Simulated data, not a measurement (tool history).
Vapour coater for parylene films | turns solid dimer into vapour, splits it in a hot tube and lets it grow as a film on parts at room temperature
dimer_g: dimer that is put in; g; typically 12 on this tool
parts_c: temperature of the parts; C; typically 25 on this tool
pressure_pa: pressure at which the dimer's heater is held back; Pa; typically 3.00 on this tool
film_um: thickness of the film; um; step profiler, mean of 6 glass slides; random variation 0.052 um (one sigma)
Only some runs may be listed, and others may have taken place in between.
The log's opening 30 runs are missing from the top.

| run | day | dimer_g | parts_c | pressure_pa | hours of work since the trap's valve was overhauled | hours of work since the table's thermometer was calibrated | film_um |
|---|---|---|---|---|---|---|---|
| 31 | 27.883 | 20 | 21 | 10.81 | 151 | 130 | 8.83 |
| 32 | 29.075 | 9 | 33 | 3.00 | 164 | 143 | 3.55 |
| 33 | 29.808 | 12 | 26 | 6.41 | 172 | 150 | 5.02 |
| 34 | 31.100 | 12 | 26 | 6.41 | 186 | 164 | 4.98 |
| 35 | 31.829 | 12 | 26 | 6.41 | 193 | 172 | 5.05 |
| 36 | 33.121 | 12 | 23 | 3.00 | 207 | 186 | 5.98 |
| 37 | 34.058 | 12 | 23 | 3.00 | 217 | 196 | 5.92 |
| 38 | 35.221 | 13 | 28 | 3.76 | 230 | 208 | 5.49 |
| 39 | 35.888 | 8 | 29 | 8.18 | 237 | 215 | 2.95 |
| 40 | 36.892 | 8 | 21 | 2.14 | 248 | 226 | 4.27 |
| 41 | 38.279 | 8 | 34 | 3.87 | 262 | 241 | 2.90 |
| 42 | 39.667 | 8 | 25 | 5.21 | 277 | 256 | 3.43 |
| 43 | 41.012 | 7 | 23 | 4.17 | 292 | 270 | 3.27 |
| 44 | 41.667 | 18 | 25 | 3.61 | 298 | 277 | 8.00 |
| 45 | 42.746 | 7 | 28 | 5.55 | 310 | 289 | 2.75 |
| 46 | 43.679 | 7 | 28 | 2.15 | 320 | 299 | 3.19 |

5 ways to go on from here, each from the tool as it stands after run 46. What would each give?
| A | 44.717 | 17 | 33 | 7.72 | 331 | 310 | ? |
| B | 44.717 | 21 | 25 | 5.80 | 331 | 310 | ? |
| C | 44.717 | 14 | 34 | 2.95 | 331 | 310 | ? |
| D | 44.717 | 8 | 28 | 5.96 | 331 | 310 | ? |
| E | 44.717 | 5 | 21 | 6.17 | 331 | 310 | ? |

| run | film_um |
|---|---|
| A | 5.67 |
| B | 8.68 |
| C | 5.23 |
| D | 3.13 |
| E | 2.28 |
Had the tool no hidden state, the same runs would have come out as:
| run | film_um |
|---|---|
| A | 6.15 |
| B | 9.42 |
| C | 5.68 |
| D | 3.39 |
| E | 2.48 |
